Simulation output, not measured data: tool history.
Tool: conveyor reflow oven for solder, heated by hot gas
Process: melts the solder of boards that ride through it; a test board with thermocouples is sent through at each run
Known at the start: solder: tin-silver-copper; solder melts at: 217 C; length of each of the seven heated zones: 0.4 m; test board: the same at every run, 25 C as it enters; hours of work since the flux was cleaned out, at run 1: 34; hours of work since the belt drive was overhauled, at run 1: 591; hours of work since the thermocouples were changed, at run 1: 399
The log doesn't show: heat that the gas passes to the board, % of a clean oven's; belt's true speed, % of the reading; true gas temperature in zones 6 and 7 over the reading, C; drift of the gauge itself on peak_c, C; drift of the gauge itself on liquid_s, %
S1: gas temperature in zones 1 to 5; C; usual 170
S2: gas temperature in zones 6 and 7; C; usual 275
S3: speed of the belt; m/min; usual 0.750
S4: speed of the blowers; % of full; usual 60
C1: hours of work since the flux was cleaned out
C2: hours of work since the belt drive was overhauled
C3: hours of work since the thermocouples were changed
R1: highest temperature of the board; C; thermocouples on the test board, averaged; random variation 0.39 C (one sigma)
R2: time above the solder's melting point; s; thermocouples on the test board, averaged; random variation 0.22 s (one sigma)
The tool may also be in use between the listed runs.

| run | hour | S1 | S2 | S3 | S4 | C1 | C2 | C3 | R1 | R2 |
|---|---|---|---|---|---|---|---|---|---|---|
| 1 | 0.0 | 170 | 275 | 0.750 | 60 | 34 | 591 | 399 | 259.0 | 51.6 |
| 2 | 33.1 | 170 | 275 | 0.750 | 60 | 57 | 614 | 421 | 258.6 | 51.6 |
| 3 | 70.4 | 170 | 275 | 0.750 | 60 | 83 | 639 | 447 | 258.3 | 51.0 |
| 4 | 102.7 | 184 | 275 | 0.750 | 60 | 105 | 661 | 469 | 260.2 | 56.5 |
| 5 | 133.5 | 184 | 275 | 0.750 | 60 | 126 | 683 | 490 | 260.0 | 56.2 |
| 6 | 189.4 | 184 | 287 | 0.750 | 60 | 164 | 721 | 529 | 270.4 | 60.8 |
|  | 197.4 | flux residue cleaned out of gas plates and filters |
| 7 | 220.1 | 184 | 270 | 0.750 | 60 | 16 | 739 | 546 | 254.7 | 54.1 |
| 8 | 243.3 | 184 | 270 | 0.750 | 60 | 31 | 754 | 562 | 253.6 | 53.7 |
| 9 | 276.3 | 184 | 270 | 0.750 | 60 | 54 | 777 | 585 | 254.6 | 53.9 |
| 10 | 313.0 | 184 | 276 | 0.854 | 60 | 79 | 802 | 610 | 255.6 | 46.7 |
| 11 | 356.4 | 170 | 285 | 0.750 | 74 | 109 | 832 | 640 | 267.2 | 55.3 |
| 12 | 403.0 | 165 | 275 | 0.660 | 82 | 141 | 864 | 672 | 261.2 | 60.0 |
| 13 | 458.5 | 155 | 275 | 0.679 | 61 | 179 | 902 | 710 | 255.9 | 51.9 |
| 14 | 484.6 | 155 | 275 | 0.679 | 61 | 197 | 920 | 728 | 256.3 | 51.9 |
|  | 510.3 | flux residue cleaned out of gas plates and filters, once more |
| 15 | 525.2 | 155 | 275 | 0.679 | 61 | 10 | 944 | 752 | 259.5 | 54.6 |
|  | 561.5 | belt drive overhauled, speed set with a stopwatch |
| 16 | 561.5 | 155 | 275 | 0.643 | 86 | 32 | 0 | 774 | 263.5 | 59.8 |
| 17 | 601.7 | 158 | 275 | 0.643 | 86 | 60 | 28 | 802 | 264.0 | 60.8 |
| 18 | 643.0 | 158 | 275 | 0.643 | 86 | 88 | 56 | 830 | 263.4 | 60.4 |

3 ways to go on from here, each from the tool as it stands after run 18. What would each give?
| A | 699.6 | 170 | 275 | 0.631 | 60 | 127 | 95 | 869 | ? | ? |
| B | 699.6 | 158 | 275 | 0.643 | 64 | 127 | 95 | 869 | ? | ? |
| C | 699.6 | 158 | 281 | 0.643 | 86 | 127 | 95 | 869 | ? | ? |

| run | R1 | R2 |
|---|---|---|
| A | 260.9 | 63.3 |
| B | 260.1 | 58.1 |
| C | 269.4 | 63.0 |
Without the tool's hidden state the same runs would have given:
| run | R1 | R2 |
|---|---|---|
| A | 265.0 | 65.2 |
| B | 264.4 | 60.2 |
| C | 273.8 | 64.6 |
